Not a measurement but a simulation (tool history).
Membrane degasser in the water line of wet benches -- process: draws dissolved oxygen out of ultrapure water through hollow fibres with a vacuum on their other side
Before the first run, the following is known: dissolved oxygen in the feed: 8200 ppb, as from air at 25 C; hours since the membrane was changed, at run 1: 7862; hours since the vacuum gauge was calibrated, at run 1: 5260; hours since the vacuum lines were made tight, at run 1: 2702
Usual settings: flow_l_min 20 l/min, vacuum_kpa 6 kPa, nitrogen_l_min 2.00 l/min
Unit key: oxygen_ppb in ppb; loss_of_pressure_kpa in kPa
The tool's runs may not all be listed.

run,hour,flow_l_min,vacuum_kpa,nitrogen_l_min,hours since the membrane was changed,hours since the vacuum gauge was calibrated,hours since the vacuum lines were made tight,oxygen_ppb,loss_of_pressure_kpa
1,0.0,20,6,2.00,7862,5260,2702,213.7,51.82
2,200.3,20,6,2.00,8062,5461,2902,221.4,51.85
3,328.6,20,6,2.00,8190,5589,3030,219.1,51.96
4,464.5,20,6,2.00,8326,5725,3166,219.2,51.70
5,664.2,20,6,2.00,8526,5925,3366,222.8,51.85
6,863.9,20,6,2.00,8726,6124,3566,223.4,52.04
7,1008.2,20,6,2.00,8870,6269,3710,223.0,52.48
8,1119.6,20,6,2.00,8981,6380,3821,220.2,51.96
9,1231.2,20,6,2.00,9093,6492,3933,222.5,52.03

The next listed run, before its measurement:
10,1344.0,20,6,0.85,9206,6604,4046,?,?

Logged for run 10: oxygen_ppb 311.2 ppb, loss_of_pressure_kpa 52.20 kPa.
If the tool had no hidden condition, the same run with the same run-to-run variation would have returned oxygen_ppb 258.0 ppb, loss_of_pressure_kpa 49.88 kPa.
